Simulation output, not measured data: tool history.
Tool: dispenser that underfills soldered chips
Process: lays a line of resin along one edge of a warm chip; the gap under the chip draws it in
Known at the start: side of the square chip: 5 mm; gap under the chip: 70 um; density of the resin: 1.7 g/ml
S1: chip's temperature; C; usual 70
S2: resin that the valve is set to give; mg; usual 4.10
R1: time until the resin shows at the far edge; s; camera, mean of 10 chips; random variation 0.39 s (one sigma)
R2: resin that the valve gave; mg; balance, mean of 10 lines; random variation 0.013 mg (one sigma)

run 1 hour=0.0 | S1=70 S2=4.10 | R1=25.9 R2=3.97
run 2 hour=7.2 | S1=79 S2=4.10 | R1=24.4 R2=3.97
run 3 hour=11.3 | S1=79 S2=4.10 | R1=29.5 R2=3.96
-- hour=14.5 dispensing valve cleaned and set on the balance
-- hour=16.1 new syringe of resin
run 4 hour=17.4 | S1=69 S2=4.10 | R1=26.7 R2=4.09
run 5 hour=24.7 | S1=69 S2=4.10 | R1=35.5 R2=4.10
run 6 hour=29.0 | S1=69 S2=4.10 | R1=42.1 R2=4.06
-- hour=32.5 new syringe of resin
run 7 hour=35.3 | S1=66 S2=4.10 | R1=31.4 R2=4.06
run 8 hour=39.5 | S1=79 S2=4.10 | R1=23.6 R2=4.04
run 9 hour=45.2 | S1=79 S2=4.10 | R1=28.8 R2=4.08
-- hour=48.8 new syringe of resin
run 10 hour=49.5 | S1=63 S2=4.10 | R1=32.0 R2=4.02
run 11 hour=56.5 | S1=63 S2=4.10 | R1=42.1 R2=4.02
run 12 hour=62.7 | S1=63 S2=4.10 | R1=55.4 R2=4.04
-- hour=64.9 new syringe of resin
run 13 hour=67.7 | S1=63 S2=4.10 | R1=34.3 R2=4.01
run 14 hour=72.5 | S1=70 S2=4.07 | R1=32.0 R2=3.98
run 15 hour=78.4 | S1=70 S2=4.07 | R1=40.0 R2=3.99
-- hour=81.3 new syringe of resin
run 16 hour=82.4 | S1=70 S2=4.07 | R1=25.4 R2=3.98
run 17 hour=87.5 | S1=70 S2=4.07 | R1=31.0 R2=3.95
run 18 hour=92.9 | S1=70 S2=4.07 | R1=38.1 R2=3.96

Forecast run 19:
run 19 hour=97.1 | S1=63 S2=4.10 | R1=? R2=?

{"run 19": {"R1": 58.4, "R2": 4.01}}
Without the tool's hidden state the same run would have given R1 31.5 s, R2 4.12 mg.

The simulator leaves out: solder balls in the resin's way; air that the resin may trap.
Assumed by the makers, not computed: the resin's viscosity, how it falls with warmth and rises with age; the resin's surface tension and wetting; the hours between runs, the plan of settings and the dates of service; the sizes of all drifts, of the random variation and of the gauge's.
